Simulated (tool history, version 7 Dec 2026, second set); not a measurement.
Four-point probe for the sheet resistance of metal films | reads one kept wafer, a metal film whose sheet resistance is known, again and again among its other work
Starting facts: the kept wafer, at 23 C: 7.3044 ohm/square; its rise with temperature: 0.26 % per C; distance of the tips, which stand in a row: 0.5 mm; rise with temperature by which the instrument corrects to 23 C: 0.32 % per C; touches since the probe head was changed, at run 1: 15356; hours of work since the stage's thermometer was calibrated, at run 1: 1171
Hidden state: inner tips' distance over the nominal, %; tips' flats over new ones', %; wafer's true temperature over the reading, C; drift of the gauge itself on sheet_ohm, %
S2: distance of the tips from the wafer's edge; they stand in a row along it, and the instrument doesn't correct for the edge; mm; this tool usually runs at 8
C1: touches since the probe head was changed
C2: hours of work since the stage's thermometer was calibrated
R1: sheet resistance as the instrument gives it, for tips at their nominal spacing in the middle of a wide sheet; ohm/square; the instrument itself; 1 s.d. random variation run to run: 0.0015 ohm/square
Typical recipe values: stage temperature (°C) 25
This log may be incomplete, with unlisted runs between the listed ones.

run 1 hour=0 | stage_temperature_(°C)=25 S2=8 | C1=15356 C2=1171 | R1=7.292288
run 2 hour=10.8 | stage_temperature_(°C)=25 S2=8 | C1=15831 C2=1177 | R1=7.293877
run 3 hour=32.6 | stage_temperature_(°C)=25 S2=8 | C1=16786 C2=1190 | R1=7.292877
run 4 hour=52.4 | stage_temperature_(°C)=25 S2=8 | C1=17657 C2=1202 | R1=7.291024
run 5 hour=72.9 | stage_temperature_(°C)=25 S2=8 | C1=18557 C2=1214 | R1=7.28897
run 6 hour=84.2 | stage_temperature_(°C)=25 S2=8 | C1=19053 C2=1221 | R1=7.293944
run 7 hour=108.3 | stage_temperature_(°C)=25 S2=8 | C1=20110 C2=1235 | R1=7.290076
run 8 hour=120.9 | stage_temperature_(°C)=25 S2=15 | C1=20663 C2=1243 | R1=7.280196
run 9 hour=133.6 | stage_temperature_(°C)=25 S2=15 | C1=21221 C2=1251 | R1=7.280771
run 10 hour=145 | stage_temperature_(°C)=25 S2=15 | C1=21719 C2=1257 | R1=7.279683
run 11 hour=167.7 | stage_temperature_(°C)=25 S2=16 | C1=22719 C2=1271 | R1=7.278206
run 12 hour=181 | stage_temperature_(°C)=25 S2=41 | C1=23302 C2=1279 | R1=7.272818
run 13 hour=191.2 | stage_temperature_(°C)=20 S2=8 | C1=23748 C2=1285 | R1=7.310783
run 14 hour=203.5 | stage_temperature_(°C)=20 S2=8 | C1=24289 C2=1292 | R1=7.314598
run 15 hour=218 | stage_temperature_(°C)=23 S2=14 | C1=24925 C2=1301 | R1=7.286701
run 16 hour=241.6 | stage_temperature_(°C)=23 S2=14 | C1=25964 C2=1315 | R1=7.285465
run 17 hour=265.5 | stage_temperature_(°C)=31 S2=44 | C1=27012 C2=1329 | R1=7.247832
run 18 hour=285.6 | stage_temperature_(°C)=32 S2=19 | C1=27893 C2=1341 | R1=7.243187
run 19 hour=308.1 | stage_temperature_(°C)=31 S2=53 | C1=28882 C2=1355 | R1=7.245351
run 20 hour=323.1 | stage_temperature_(°C)=33 S2=6 | C1=29541 C2=1363 | R1=7.264023
run 21 hour=332.8 | stage_temperature_(°C)=20 S2=23 | C1=29965 C2=1369 | R1=7.293625
run 22 hour=350 | stage_temperature_(°C)=20 S2=4 | C1=30721 C2=1379 | R1=7.353534
run 23 hour=360 | stage_temperature_(°C)=24 S2=3 | C1=31160 C2=1385 | R1=7.380038
run 24 hour=383.5 | stage_temperature_(°C)=24 S2=6 | C1=32190 C2=1399 | R1=7.297841
run 25 hour=405.5 | stage_temperature_(°C)=24 S2=6 | C1=33155 C2=1413 | R1=7.300389
run 26 hour=427.7 | stage_temperature_(°C)=35 S2=6 | C1=34130 C2=1426 | R1=7.254607
run 27 hour=444.9 | stage_temperature_(°C)=29 S2=56 | C1=34888 C2=1436 | R1=7.248987

Selected run-to-run steps in R1, each split into two signed amounts: the part the tool would show with no hidden state at all (from settings, incoming material and random variation), and the remainder, which goes to the hidden state together with any gauge scatter not common to the measured and the hidden-state-free results:
Run 20 -> 21: stage temperature (°C) 33 -> 20, S2 6 -> 23. R1 +0.029602 ohm/square: hidden state -0.000667, all else +0.030269.
Run 21 -> 22: S2 23 -> 4. R1 +0.059909 ohm/square: hidden state -0.00063, all else +0.060539.
Run 23 -> 24: S2 3 -> 6. R1 -0.082197 ohm/square: hidden state -0.000301, all else -0.081896.
